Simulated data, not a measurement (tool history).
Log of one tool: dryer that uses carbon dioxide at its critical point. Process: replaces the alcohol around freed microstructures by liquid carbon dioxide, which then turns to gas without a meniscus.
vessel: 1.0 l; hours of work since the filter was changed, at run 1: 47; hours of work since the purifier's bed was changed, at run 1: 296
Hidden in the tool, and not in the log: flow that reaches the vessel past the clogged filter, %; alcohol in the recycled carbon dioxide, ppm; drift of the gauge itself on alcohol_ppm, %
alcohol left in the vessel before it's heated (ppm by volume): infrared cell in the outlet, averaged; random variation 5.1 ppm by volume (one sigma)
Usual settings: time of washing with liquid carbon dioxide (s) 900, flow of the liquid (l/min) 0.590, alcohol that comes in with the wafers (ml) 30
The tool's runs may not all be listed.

run,hour,time of washing with liquid carbon dioxide (s),flow of the liquid (l/min),alcohol that comes in with the wafers (ml),hours of work since the filter was changed,hours of work since the purifier's bed was changed,alcohol left in the vessel before it's heated (ppm by volume)
1,0.0,900,0.590,30,47,296,65
2,17.7,900,0.590,30,57,306,62
3,33.7,900,0.590,30,67,315,64
4,48.4,900,0.590,30,75,324,63
5,62.0,900,0.590,30,83,332,79
6,72.0,900,0.590,30,89,338,74
7,89.3,900,0.590,30,99,348,69
8,103.7,900,0.590,30,107,356,64
9,115.2,600,0.590,43,114,363,642
10,124.1,960,0.686,30,119,368,34
11,138.2,780,0.590,77,127,376,349
12,148.1,780,0.590,77,133,382,355
13,160.0,1200,0.938,113,140,389,24
14,172.4,1440,0.773,26,147,396,19
15,183.3,1440,0.773,26,153,402,18

3 ways to go on from here, each from the tool as it stands after run 15. What would each give?
A,198.6,600,0.773,26,162,411,?
B,198.6,1380,0.590,30,162,411,?
C,198.6,1140,0.773,24,162,411,?

run,alcohol left in the vessel before it's heated (ppm by volume)
A,135
B,32
C,24
Without the tool's hidden state the same runs would have given:
run,alcohol left in the vessel before it's heated (ppm by volume)
A,93
B,14
C,8
